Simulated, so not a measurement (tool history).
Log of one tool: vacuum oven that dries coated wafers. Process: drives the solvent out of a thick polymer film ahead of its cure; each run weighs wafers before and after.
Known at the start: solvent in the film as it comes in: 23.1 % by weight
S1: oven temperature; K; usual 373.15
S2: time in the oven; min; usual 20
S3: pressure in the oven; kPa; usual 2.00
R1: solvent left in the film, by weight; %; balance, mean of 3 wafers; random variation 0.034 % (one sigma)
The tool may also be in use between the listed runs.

{"run": 1, "day": 0.0, "S1": 373.15, "S2": 20, "S3": 2.0, "R1": 2.95}
{"run": 2, "day": 0.554, "S1": 373.15, "S2": 20, "S3": 2.0, "R1": 2.97}
{"run": 3, "day": 1.054, "S1": 373.15, "S2": 20, "S3": 2.0, "R1": 2.98}
{"run": 4, "day": 1.525, "S1": 373.15, "S2": 20, "S3": 2.0, "R1": 3.03}
{"run": 5, "day": 2.35, "S1": 373.15, "S2": 20, "S3": 2.0, "R1": 2.97}
{"run": 6, "day": 3.117, "S1": 373.15, "S2": 20, "S3": 2.0, "R1": 2.99}
{"run": 7, "day": 3.917, "S1": 373.15, "S2": 20, "S3": 2.0, "R1": 2.93}
{"run": 8, "day": 4.717, "S1": 373.15, "S2": 20, "S3": 2.0, "R1": 2.98}
{"run": 9, "day": 5.45, "S1": 373.15, "S2": 20, "S3": 2.0, "R1": 2.96}
{"run": 10, "day": 6.004, "S1": 373.15, "S2": 29, "S3": 2.0, "R1": 1.99}
{"run": 11, "day": 6.65, "S1": 373.15, "S2": 20, "S3": 2.0, "R1": 2.97}
{"run": 12, "day": 7.183, "S1": 373.15, "S2": 20, "S3": 2.0, "R1": 2.99}
{"run": 13, "day": 7.579, "S1": 373.15, "S2": 20, "S3": 2.0, "R1": 2.93}
{"run": 14, "day": 8.217, "S1": 373.15, "S2": 20, "S3": 2.0, "R1": 3.0}
{"run": 15, "day": 8.979, "S1": 373.15, "S2": 21, "S3": 2.0, "R1": 2.83}
{"run": 16, "day": 9.333, "S1": 373.15, "S2": 21, "S3": 2.0, "R1": 2.74}
{"run": 17, "day": 9.804, "S1": 373.15, "S2": 21, "S3": 2.0, "R1": 2.8}
{"run": 18, "day": 10.271, "S1": 373.15, "S2": 20, "S3": 3.49, "R1": 4.0}
{"run": 19, "day": 11.042, "S1": 373.15, "S2": 20, "S3": 3.49, "R1": 4.02}
{"run": 20, "day": 11.683, "S1": 373.15, "S2": 20, "S3": 3.49, "R1": 4.06}
{"run": 21, "day": 12.388, "S1": 373.15, "S2": 20, "S3": 3.91, "R1": 4.3}
{"run": 22, "day": 12.721, "S1": 373.15, "S2": 20, "S3": 3.91, "R1": 4.24}
{"run": 23, "day": 13.238, "S1": 367.15, "S2": 21, "S3": 1.99, "R1": 4.13}
{"run": 24, "day": 13.85, "S1": 362.15, "S2": 30, "S3": 1.03, "R1": 2.9}
{"run": 25, "day": 14.404, "S1": 375.15, "S2": 19, "S3": 6.01, "R1": 5.3}
{"run": 26, "day": 15.208, "S1": 373.15, "S2": 28, "S3": 2.0, "R1": 2.05}
{"run": 27, "day": 16.012, "S1": 385.15, "S2": 12, "S3": 2.0, "R1": 2.62}
{"run": 28, "day": 16.442, "S1": 384.15, "S2": 20, "S3": 2.56, "R1": 1.63}
{"run": 29, "day": 17.108, "S1": 360.15, "S2": 12, "S3": 5.76, "R1": 12.56}
{"run": 30, "day": 17.762, "S1": 366.15, "S2": 12, "S3": 5.76, "R1": 10.29}
{"run": 31, "day": 18.554, "S1": 373.15, "S2": 35, "S3": 1.15, "R1": 1.13}
{"run": 32, "day": 19.046, "S1": 373.15, "S2": 35, "S3": 1.15, "R1": 1.08}
{"run": 33, "day": 19.817, "S1": 373.15, "S2": 20, "S3": 1.36, "R1": 2.54}
{"run": 34, "day": 20.208, "S1": 373.15, "S2": 20, "S3": 1.36, "R1": 2.58}
{"run": 35, "day": 20.979, "S1": 373.15, "S2": 20, "S3": 1.36, "R1": 2.61}
{"run": 36, "day": 21.517, "S1": 371.15, "S2": 14, "S3": 8.0, "R1": 9.23}
{"run": 37, "day": 22.129, "S1": 371.15, "S2": 14, "S3": 8.0, "R1": 9.14}
{"run": 38, "day": 22.733, "S1": 364.15, "S2": 13, "S3": 1.82, "R1": 7.71}
{"run": 39, "day": 23.371, "S1": 381.15, "S2": 22, "S3": 2.76, "R1": 2.0}
{"run": 40, "day": 24.2, "S1": 384.15, "S2": 29, "S3": 1.74, "R1": 0.94}

3 ways to go on from here, each from the tool as it stands after run 40. What would each give?
{"run": "A", "day": 24.738, "S1": 373.15, "S2": 20, "S3": 3.36, "R1": "?"}
{"run": "B", "day": 24.738, "S1": 371.15, "S2": 20, "S3": 1.02, "R1": "?"}
{"run": "C", "day": 24.738, "S1": 371.15, "S2": 10, "S3": 5.55, "R1": "?"}

run=A R1=3.90
run=B R1=2.74
run=C R1=9.29
Without the tool's hidden state the same runs would have given:
run=A R1=3.89
run=B R1=2.73
run=C R1=9.28
